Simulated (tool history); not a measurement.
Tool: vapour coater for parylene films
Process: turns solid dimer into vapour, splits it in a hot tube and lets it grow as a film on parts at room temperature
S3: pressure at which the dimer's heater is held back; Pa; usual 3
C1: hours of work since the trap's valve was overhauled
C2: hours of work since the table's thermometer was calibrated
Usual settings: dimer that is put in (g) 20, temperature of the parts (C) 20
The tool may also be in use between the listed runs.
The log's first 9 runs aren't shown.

{"run": 10, "hour": 97.3, "dimer that is put in (g)": 20, "temperature of the parts (C)": 20, "S3": 7.04, "C1": 192, "C2": 272, "thickness of the film (µm)": 8.19}
{"run": 11, "hour": 112.3, "dimer that is put in (g)": 14, "temperature of the parts (C)": 20, "S3": 3, "C1": 202, "C2": 283, "thickness of the film (µm)": 6.07}
{"run": 12, "hour": 121.7, "dimer that is put in (g)": 20, "temperature of the parts (C)": 14, "S3": 3, "C1": 209, "C2": 290, "thickness of the film (µm)": 10.85}
{"run": 13, "hour": 128.8, "dimer that is put in (g)": 20, "temperature of the parts (C)": 16, "S3": 3, "C1": 214, "C2": 295, "thickness of the film (µm)": 10.19}
{"run": 14, "hour": 141.6, "dimer that is put in (g)": 20, "temperature of the parts (C)": 26, "S3": 3, "C1": 224, "C2": 304, "thickness of the film (µm)": 7.08}
{"run": 15, "hour": 149.7, "dimer that is put in (g)": 20, "temperature of the parts (C)": 26, "S3": 3, "C1": 230, "C2": 310, "thickness of the film (µm)": 6.94}
{"run": 16, "hour": 165.5, "dimer that is put in (g)": 20, "temperature of the parts (C)": 26, "S3": 3, "C1": 241, "C2": 321, "thickness of the film (µm)": 6.89}
{"run": 17, "hour": 176.7, "dimer that is put in (g)": 20, "temperature of the parts (C)": 20, "S3": 6.7, "C1": 249, "C2": 329, "thickness of the film (µm)": 8.14}
{"run": 18, "hour": 185.0, "dimer that is put in (g)": 14, "temperature of the parts (C)": 20, "S3": 3.35, "C1": 255, "C2": 335, "thickness of the film (µm)": 6.02}
{"run": 19, "hour": 194.5, "dimer that is put in (g)": 20, "temperature of the parts (C)": 29, "S3": 3, "C1": 262, "C2": 342, "thickness of the film (µm)": 6.14}
{"run": 20, "hour": 206.5, "dimer that is put in (g)": 13, "temperature of the parts (C)": 15, "S3": 3, "C1": 271, "C2": 351, "thickness of the film (µm)": 6.77}
{"run": 21, "hour": 217.7, "dimer that is put in (g)": 13, "temperature of the parts (C)": 15, "S3": 3, "C1": 279, "C2": 359, "thickness of the film (µm)": 6.9}
{"run": 22, "hour": 229.4, "dimer that is put in (g)": 30, "temperature of the parts (C)": 15, "S3": 2.31, "C1": 287, "C2": 368, "thickness of the film (µm)": 16.1}
{"run": 23, "hour": 238.2, "dimer that is put in (g)": 30, "temperature of the parts (C)": 15, "S3": 2.31, "C1": 294, "C2": 374, "thickness of the film (µm)": 15.99}
{"run": 24, "hour": 247.5, "dimer that is put in (g)": 11, "temperature of the parts (C)": 18, "S3": 11.79, "C1": 300, "C2": 381, "thickness of the film (µm)": 4.6}
{"run": 25, "hour": 258.8, "dimer that is put in (g)": 19, "temperature of the parts (C)": 16, "S3": 3, "C1": 309, "C2": 389, "thickness of the film (µm)": 9.62}
{"run": 26, "hour": 274.2, "dimer that is put in (g)": 19, "temperature of the parts (C)": 16, "S3": 3, "C1": 320, "C2": 400, "thickness of the film (µm)": 9.61}
{"run": 27, "hour": 283.1, "dimer that is put in (g)": 31, "temperature of the parts (C)": 20, "S3": 4.3, "C1": 326, "C2": 406, "thickness of the film (µm)": 12.93}
{"run": 28, "hour": 294.3, "dimer that is put in (g)": 31, "temperature of the parts (C)": 20, "S3": 4.3, "C1": 334, "C2": 415, "thickness of the film (µm)": 13.12}
{"run": 29, "hour": 301.1, "dimer that is put in (g)": 31, "temperature of the parts (C)": 16, "S3": 2.05, "C1": 339, "C2": 419, "thickness of the film (µm)": 16.43}
{"run": 30, "hour": 310.4, "dimer that is put in (g)": 32, "temperature of the parts (C)": 20, "S3": 3, "C1": 346, "C2": 426, "thickness of the film (µm)": 13.96}
{"run": 31, "hour": 319.3, "dimer that is put in (g)": 32, "temperature of the parts (C)": 20, "S3": 3, "C1": 352, "C2": 433, "thickness of the film (µm)": 14.17}

Forecast each of these 5 alternatives for the next run:
{"run": "A", "hour": 334.1, "dimer that is put in (g)": 29, "temperature of the parts (C)": 24, "S3": 2.94, "C1": 363, "C2": 443, "thickness of the film (µm)": "?"}
{"run": "B", "hour": 334.1, "dimer that is put in (g)": 15, "temperature of the parts (C)": 21, "S3": 8.6, "C1": 363, "C2": 443, "thickness of the film (µm)": "?"}
{"run": "C", "hour": 334.1, "dimer that is put in (g)": 32, "temperature of the parts (C)": 15, "S3": 3, "C1": 363, "C2": 443, "thickness of the film (µm)": "?"}
{"run": "D", "hour": 334.1, "dimer that is put in (g)": 36, "temperature of the parts (C)": 14, "S3": 3, "C1": 363, "C2": 443, "thickness of the film (µm)": "?"}
{"run": "E", "hour": 334.1, "dimer that is put in (g)": 34, "temperature of the parts (C)": 12, "S3": 3.44, "C1": 363, "C2": 443, "thickness of the film (µm)": "?"}

run=A thickness_of_the_film_(µm)=10.97
run=B thickness_of_the_film_(µm)=5.77
run=C thickness_of_the_film_(µm)=16.66
run=D thickness_of_the_film_(µm)=19.74
run=E thickness_of_the_film_(µm)=19.77
Without the tool's hidden state the same runs would have given:
run=A thickness_of_the_film_(µm)=11
run=B thickness_of_the_film_(µm)=5.78
run=C thickness_of_the_film_(µm)=16.7
run=D thickness_of_the_film_(µm)=19.79
run=E thickness_of_the_film_(µm)=19.81
